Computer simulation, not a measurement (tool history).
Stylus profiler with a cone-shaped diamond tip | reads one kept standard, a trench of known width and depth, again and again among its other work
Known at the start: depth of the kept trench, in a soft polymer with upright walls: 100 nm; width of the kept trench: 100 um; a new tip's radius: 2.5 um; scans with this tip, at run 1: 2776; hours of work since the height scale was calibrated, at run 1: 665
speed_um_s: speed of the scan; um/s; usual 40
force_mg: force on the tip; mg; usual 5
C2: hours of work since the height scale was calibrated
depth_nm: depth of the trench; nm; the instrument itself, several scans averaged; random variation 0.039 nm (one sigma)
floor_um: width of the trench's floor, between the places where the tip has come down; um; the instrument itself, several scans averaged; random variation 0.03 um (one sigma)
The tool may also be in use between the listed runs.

run 1 hour=0 | speed_um_s=40 force_mg=5 | scans_with_this_tip=2776 C2=665 | depth_nm=102.46 floor_um=98.42
run 2 hour=12.6 | speed_um_s=40 force_mg=5 | scans_with_this_tip=2810 C2=673 | depth_nm=102.47 floor_um=98.38
run 3 hour=37.3 | speed_um_s=40 force_mg=5.68 | scans_with_this_tip=2876 C2=689 | depth_nm=102.62 floor_um=98.34
run 4 hour=55.5 | speed_um_s=40 force_mg=5.68 | scans_with_this_tip=2926 C2=700 | depth_nm=102.67 floor_um=98.43
run 5 hour=77.8 | speed_um_s=40 force_mg=5 | scans_with_this_tip=2985 C2=715 | depth_nm=102.44 floor_um=98.47
run 6 hour=94.9 | speed_um_s=40 force_mg=5 | scans_with_this_tip=3031 C2=726 | depth_nm=102.44 floor_um=98.36
run 7 hour=110.9 | speed_um_s=40 force_mg=5 | scans_with_this_tip=3075 C2=736 | depth_nm=102.5 floor_um=98.4

Run 8 comes next. What will it give?
-- hour=113.8 height scale calibrated on a step standard
run 8 hour=124.8 | speed_um_s=40 force_mg=5 | scans_with_this_tip=3110 C2=7 | depth_nm=? floor_um=?

Run 8 gave depth_nm 102.64 nm, floor_um 98.4 um.
Without the tool's hidden state the same run would have given depth_nm 102.23 nm, floor_um 98.52 um.
